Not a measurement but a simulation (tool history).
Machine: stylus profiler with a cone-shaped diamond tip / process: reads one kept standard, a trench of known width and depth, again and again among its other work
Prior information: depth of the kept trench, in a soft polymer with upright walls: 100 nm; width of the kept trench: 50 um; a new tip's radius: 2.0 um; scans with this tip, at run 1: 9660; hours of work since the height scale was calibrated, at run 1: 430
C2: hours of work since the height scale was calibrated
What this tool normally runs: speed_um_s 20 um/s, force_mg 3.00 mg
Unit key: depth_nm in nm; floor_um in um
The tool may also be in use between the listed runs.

Run 1, day 0.000: usual settings; scans with this tip 9660; C2 430. Result: depth_nm 101.21 nm, floor_um 48.67 um.
Run 2, day 3.942: usual settings; scans with this tip 10146; C2 505. Result: depth_nm 101.21 nm, floor_um 48.67 um.
At day 6.842: new tip fitted, height scale calibrated.
Run 3, day 9.042: usual settings but speed_um_s 13 um/s; scans with this tip 271; C2 42. Result: depth_nm 101.15 nm, floor_um 48.70 um.
Run 4, day 14.333: usual settings but speed_um_s 13 um/s; scans with this tip 924; C2 142. Result: depth_nm 101.25 nm, floor_um 48.73 um.
Run 5, day 17.971: usual settings but speed_um_s 13 um/s; scans with this tip 1373; C2 211. Result: depth_nm 101.16 nm, floor_um 48.69 um.
Run 6, day 23.479: usual settings but speed_um_s 13 um/s; scans with this tip 2053; C2 316. Result: depth_nm 101.18 nm, floor_um 48.71 um.
Run 7, day 27.496: usual settings but speed_um_s 13 um/s; scans with this tip 2548; C2 392. Result: depth_nm 101.26 nm, floor_um 48.75 um.
Run 8, day 32.883: usual settings but force_mg 7.40 mg; scans with this tip 3213; C2 494. Result: depth_nm 102.19 nm, floor_um 48.77 um.
Run 9, day 36.196: usual settings but force_mg 7.40 mg; scans with this tip 3622; C2 557. Result: depth_nm 102.18 nm, floor_um 48.71 um.
Run 10, day 39.375: usual settings; scans with this tip 4015; C2 617. Result: depth_nm 101.18 nm, floor_um 48.74 um.
Run 11, day 43.662: usual settings but speed_um_s 7 um/s, force_mg 3.08 mg; scans with this tip 4544; C2 698. Result: depth_nm 101.22 nm, floor_um 48.73 um.
Run 12, day 49.046: usual settings but speed_um_s 7 um/s, force_mg 3.08 mg; scans with this tip 5208; C2 801. Result: depth_nm 101.24 nm, floor_um 48.72 um.
Run 13, day 51.621: usual settings but speed_um_s 26 um/s, force_mg 2.39 mg; scans with this tip 5526; C2 849. Result: depth_nm 101.04 nm, floor_um 48.67 um.
Run 14, day 55.850: usual settings but speed_um_s 48 um/s, force_mg 2.12 mg; scans with this tip 6048; C2 930. Result: depth_nm 100.96 nm, floor_um 48.61 um.
At day 58.158: height scale calibrated on a step standard.
Run 15, day 58.258: usual settings but speed_um_s 9 um/s, force_mg 2.02 mg; scans with this tip 6342; C2 2. Result: depth_nm 100.90 nm, floor_um 48.75 um.
Run 16, day 63.267: usual settings but speed_um_s 9 um/s, force_mg 2.02 mg; scans with this tip 6960; C2 97. Result: depth_nm 100.90 nm, floor_um 48.77 um.
Run 17, day 66.617: usual settings but speed_um_s 7 um/s, force_mg 5.32 mg; scans with this tip 7373; C2 160. Result: depth_nm 101.83 nm, floor_um 48.73 um.
Run 18, day 71.146: usual settings but speed_um_s 28 um/s, force_mg 4.98 mg; scans with this tip 7932; C2 246. Result: depth_nm 101.72 nm, floor_um 48.67 um.
Run 19, day 76.429: usual settings but speed_um_s 54 um/s, force_mg 7.57 mg; scans with this tip 8584; C2 347. Result: depth_nm 102.31 nm, floor_um 48.68 um.
Run 20, day 81.454: usual settings but speed_um_s 29 um/s, force_mg 8.17 mg; scans with this tip 9204; C2 442. Result: depth_nm 102.40 nm, floor_um 48.71 um.

Forecast each of these 4 alternatives for the next run:
Run A, day 86.433: usual settings but speed_um_s 48 um/s, force_mg 1.76 mg; scans with this tip 9819; C2 536. Result: depth_nm ?, floor_um ?.
Run B, day 86.433: usual settings but speed_um_s 41 um/s; scans with this tip 9819; C2 536. Result: depth_nm ?, floor_um ?.
Run C, day 86.433: usual settings but speed_um_s 55 um/s, force_mg 1.17 mg; scans with this tip 9819; C2 536. Result: depth_nm ?, floor_um ?.
Run D, day 86.433: usual settings but speed_um_s 36 um/s, force_mg 5.33 mg; scans with this tip 9819; C2 536. Result: depth_nm ?, floor_um ?.

run  depth_nm  floor_um
  A    100.88     48.62
  B    101.21     48.61
  C    100.63     48.55
  D    101.76     48.63
With no hidden state in the tool, these same runs would have given:
run  depth_nm  floor_um
  A    100.89     48.65
  B    101.21     48.63
  C    100.63     48.58
  D    101.76     48.65
